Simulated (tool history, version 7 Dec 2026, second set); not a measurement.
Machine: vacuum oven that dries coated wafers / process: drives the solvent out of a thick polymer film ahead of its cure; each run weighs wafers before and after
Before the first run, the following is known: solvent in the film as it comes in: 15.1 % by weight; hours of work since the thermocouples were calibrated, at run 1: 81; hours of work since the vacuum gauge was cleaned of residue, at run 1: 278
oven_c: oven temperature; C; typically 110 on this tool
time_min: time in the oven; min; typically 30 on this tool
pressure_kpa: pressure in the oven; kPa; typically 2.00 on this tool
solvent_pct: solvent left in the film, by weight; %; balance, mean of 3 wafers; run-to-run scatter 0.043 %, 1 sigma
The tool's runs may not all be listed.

run,day,oven_c,time_min,pressure_kpa,hours of work since the thermocouples were calibrated,hours of work since the vacuum gauge was cleaned of residue,solvent_pct
1,0.000,110,30,2.00,81,278,5.53
2,3.775,110,30,2.00,148,346,5.40
3,7.508,110,30,2.00,214,412,5.46
4,9.975,110,23,2.00,258,456,6.41
5,13.400,110,30,2.40,319,517,5.78
6,17.550,110,30,7.26,393,591,10.61
7,19.738,110,30,7.26,432,630,10.56
8,23.696,110,30,7.26,503,701,10.60
9,25.812,110,30,7.26,541,739,10.45
10,29.596,110,30,2.00,608,806,5.39
11,33.254,110,30,2.00,673,871,5.38
12,35.808,110,24,6.48,719,917,10.34
13,39.804,110,24,6.48,790,988,10.29
14,42.279,110,31,1.25,834,1032,4.56
15,45.892,117,18,1.97,899,1097,5.70
16,47.788,106,46,3.87,933,1130,7.15
17,51.729,119,19,4.34,1003,1201,6.71
18,53.604,110,38,2.00,1036,1234,4.65
19,56.183,117,17,2.01,1082,1280,5.98
20,59.471,100,52,2.00,1141,1339,5.99
21,62.446,110,30,6.49,1194,1392,9.83

What if the next run were any one of these 4? Each begins from the tool's condition after run 21:
A,66.296,110,30,4.75,1263,1460,?
B,66.296,101,30,6.49,1263,1460,?
C,66.296,110,18,4.27,1263,1460,?
D,66.296,100,15,1.07,1263,1460,?

run,solvent_pct
A,8.16
B,12.63
C,9.08
D,9.03
With no hidden state in the tool, these same runs would have given:
run,solvent_pct
A,8.16
B,12.63
C,9.08
D,9.03
